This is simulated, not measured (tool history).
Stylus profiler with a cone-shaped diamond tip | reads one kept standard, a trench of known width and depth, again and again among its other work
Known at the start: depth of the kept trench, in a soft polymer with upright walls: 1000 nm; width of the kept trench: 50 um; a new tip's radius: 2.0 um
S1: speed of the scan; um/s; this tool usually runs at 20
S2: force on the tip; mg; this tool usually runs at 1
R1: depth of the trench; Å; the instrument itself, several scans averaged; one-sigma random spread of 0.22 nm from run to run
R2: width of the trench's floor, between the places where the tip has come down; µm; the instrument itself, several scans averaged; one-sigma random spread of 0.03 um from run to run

| run | hour | S1 | S2 | R1 | R2 |
|---|---|---|---|---|---|
| 1 | 0 | 20 | 1 | 10034.1 | 46.5 |
| 2 | 52 | 20 | 0.99 | 10029.2 | 46.48 |
| 3 | 96.4 | 20 | 0.99 | 10032.3 | 46.41 |
| 4 | 149.7 | 43 | 1 | 10037.2 | 46.31 |
| 5 | 200.5 | 43 | 1 | 10035.7 | 46.36 |
| 6 | 266.7 | 20 | 1 | 10032.7 | 46.48 |
| 7 | 310.4 | 20 | 1 | 10036.4 | 46.41 |
| 8 | 364.6 | 20 | 1 | 10030.3 | 46.46 |
| 9 | 400.4 | 20 | 1 | 10034.9 | 46.48 |
| 10 | 440.2 | 19 | 1 | 10034.4 | 46.47 |
| 11 | 500 | 19 | 1 | 10034 | 46.52 |
| 12 | 530.7 | 20 | 0.92 | 10030.7 | 46.45 |
| 13 | 584 | 20 | 0.92 | 10034.6 | 46.42 |
| 14 | 645.8 | 20 | 0.92 | 10030.2 | 46.39 |
| 15 | 685.7 | 38 | 0.89 | 10032.5 | 46.33 |
| 16 | 714.1 | 17 | 0.44 | 10020.7 | 46.4 |
| 17 | 756.3 | 32 | 0.44 | 10020.7 | 46.36 |
| 18 | 802 | 7 | 1 | 10038 | 46.52 |
| 19 | 835 | 7 | 1 | 10036.7 | 46.5 |
| 20 | 876.8 | 7 | 1 | 10038.1 | 46.53 |
| 21 | 942.2 | 7 | 1 | 10031.6 | 46.51 |
| 22 | 970.4 | 16 | 0.5 | 10021.1 | 46.39 |
| 23 | 997.4 | 16 | 0.5 | 10023.9 | 46.46 |
| 24 | 1054.3 | 39 | 2.4 | 10059.2 | 46.39 |
| 25 | 1088.2 | 59 | 1.28 | 10038.2 | 46.3 |
| 26 | 1119.5 | 20 | 1.69 | 10052.4 | 46.47 |
| 27 | 1167.6 | 20 | 1.69 | 10048.2 | 46.47 |
| 28 | 1217.6 | 16 | 2.74 | 10065.1 | 46.47 |

Forecast each of these 5 alternatives for the next run:
| A | 1280.6 | 21 | 2.74 | ? | ? |
| B | 1280.6 | 5 | 0.85 | ? | ? |
| C | 1280.6 | 26 | 0.62 | ? | ? |
| D | 1280.6 | 24 | 0.59 | ? | ? |
| E | 1280.6 | 23 | 1.73 | ? | ? |

| run | R1 | R2 |
|---|---|---|
| A | 10068.2 | 46.5 |
| B | 10029.8 | 46.49 |
| C | 10027.3 | 46.38 |
| D | 10026.5 | 46.4 |
| E | 10052.6 | 46.46 |
Stripped of hidden state, with their random variation kept, the same runs would have yielded:
| run | R1 | R2 |
|---|---|---|
| A | 10067.6 | 46.5 |
| B | 10029.2 | 46.5 |
| C | 10026.7 | 46.39 |
| D | 10025.9 | 46.41 |
| E | 10052 | 46.47 |
